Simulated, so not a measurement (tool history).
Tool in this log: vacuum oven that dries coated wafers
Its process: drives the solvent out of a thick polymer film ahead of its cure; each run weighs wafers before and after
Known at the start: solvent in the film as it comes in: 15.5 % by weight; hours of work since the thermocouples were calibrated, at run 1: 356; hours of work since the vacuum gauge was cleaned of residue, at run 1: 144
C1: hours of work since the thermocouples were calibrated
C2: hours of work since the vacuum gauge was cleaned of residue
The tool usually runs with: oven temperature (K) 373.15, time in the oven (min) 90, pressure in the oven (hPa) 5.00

run 1 hour=0.0 | oven_temperature_(K)=373.15 time_in_the_oven_(min)=90 pressure_in_the_oven_(hPa)=5.00 | C1=356 C2=144 | solvent_left_in_the_film_(%)=2.43
run 2 hour=51.7 | oven_temperature_(K)=373.15 time_in_the_oven_(min)=90 pressure_in_the_oven_(hPa)=4.14 | C1=393 C2=180 | solvent_left_in_the_film_(%)=2.35
run 3 hour=105.3 | oven_temperature_(K)=373.15 time_in_the_oven_(min)=90 pressure_in_the_oven_(hPa)=4.14 | C1=430 C2=218 | solvent_left_in_the_film_(%)=2.31
run 4 hour=142.2 | oven_temperature_(K)=373.15 time_in_the_oven_(min)=90 pressure_in_the_oven_(hPa)=4.14 | C1=456 C2=244 | solvent_left_in_the_film_(%)=2.31
run 5 hour=176.2 | oven_temperature_(K)=365.15 time_in_the_oven_(min)=90 pressure_in_the_oven_(hPa)=5.00 | C1=480 C2=268 | solvent_left_in_the_film_(%)=4.34
run 6 hour=218.1 | oven_temperature_(K)=365.15 time_in_the_oven_(min)=90 pressure_in_the_oven_(hPa)=5.00 | C1=510 C2=298 | solvent_left_in_the_film_(%)=4.32
run 7 hour=263.2 | oven_temperature_(K)=373.15 time_in_the_oven_(min)=90 pressure_in_the_oven_(hPa)=5.00 | C1=542 C2=329 | solvent_left_in_the_film_(%)=2.49
run 8 hour=313.7 | oven_temperature_(K)=373.15 time_in_the_oven_(min)=90 pressure_in_the_oven_(hPa)=5.00 | C1=578 C2=365 | solvent_left_in_the_film_(%)=2.47
run 9 hour=340.2 | oven_temperature_(K)=373.15 time_in_the_oven_(min)=49 pressure_in_the_oven_(hPa)=8.92 | C1=596 C2=384 | solvent_left_in_the_film_(%)=5.25
run 10 hour=370.1 | oven_temperature_(K)=373.15 time_in_the_oven_(min)=87 pressure_in_the_oven_(hPa)=2.65 | C1=617 C2=405 | solvent_left_in_the_film_(%)=2.25
run 11 hour=410.5 | oven_temperature_(K)=376.15 time_in_the_oven_(min)=90 pressure_in_the_oven_(hPa)=5.00 | C1=646 C2=433 | solvent_left_in_the_film_(%)=1.94
run 12 hour=459.5 | oven_temperature_(K)=384.15 time_in_the_oven_(min)=115 pressure_in_the_oven_(hPa)=2.56 | C1=681 C2=468 | solvent_left_in_the_film_(%)=0.44
run 13 hour=491.6 | oven_temperature_(K)=388.15 time_in_the_oven_(min)=114 pressure_in_the_oven_(hPa)=5.78 | C1=703 C2=491 | solvent_left_in_the_film_(%)=0.62
run 14 hour=518.7 | oven_temperature_(K)=388.15 time_in_the_oven_(min)=114 pressure_in_the_oven_(hPa)=5.78 | C1=722 C2=510 | solvent_left_in_the_film_(%)=0.56
run 15 hour=554.3 | oven_temperature_(K)=388.15 time_in_the_oven_(min)=114 pressure_in_the_oven_(hPa)=5.78 | C1=748 C2=535 | solvent_left_in_the_film_(%)=0.62
run 16 hour=595.6 | oven_temperature_(K)=359.15 time_in_the_oven_(min)=61 pressure_in_the_oven_(hPa)=7.71 | C1=777 C2=564 | solvent_left_in_the_film_(%)=8.04

Each row is a separate what-if for the run after 16, all from the same tool condition, not one after another. Results?
run A hour=627.8 | oven_temperature_(K)=359.15 time_in_the_oven_(min)=61 pressure_in_the_oven_(hPa)=6.84 | C1=799 C2=587 | solvent_left_in_the_film_(%)=?
run B hour=627.8 | oven_temperature_(K)=359.15 time_in_the_oven_(min)=110 pressure_in_the_oven_(hPa)=7.71 | C1=799 C2=587 | solvent_left_in_the_film_(%)=?
run C hour=627.8 | oven_temperature_(K)=381.15 time_in_the_oven_(min)=74 pressure_in_the_oven_(hPa)=5.61 | C1=799 C2=587 | solvent_left_in_the_film_(%)=?
run D hour=627.8 | oven_temperature_(K)=380.15 time_in_the_oven_(min)=90 pressure_in_the_oven_(hPa)=5.00 | C1=799 C2=587 | solvent_left_in_the_film_(%)=?
run E hour=627.8 | oven_temperature_(K)=373.15 time_in_the_oven_(min)=51 pressure_in_the_oven_(hPa)=5.00 | C1=799 C2=587 | solvent_left_in_the_film_(%)=?

run=A solvent_left_in_the_film_(%)=7.85
run=B solvent_left_in_the_film_(%)=5.65
run=C solvent_left_in_the_film_(%)=1.70
run=D solvent_left_in_the_film_(%)=1.32
run=E solvent_left_in_the_film_(%)=4.69
With the hidden condition removed and each run's random variation left untouched, the same runs would have given:
run=A solvent_left_in_the_film_(%)=7.83
run=B solvent_left_in_the_film_(%)=5.64
run=C solvent_left_in_the_film_(%)=1.69
run=D solvent_left_in_the_film_(%)=1.31
run=E solvent_left_in_the_film_(%)=4.67
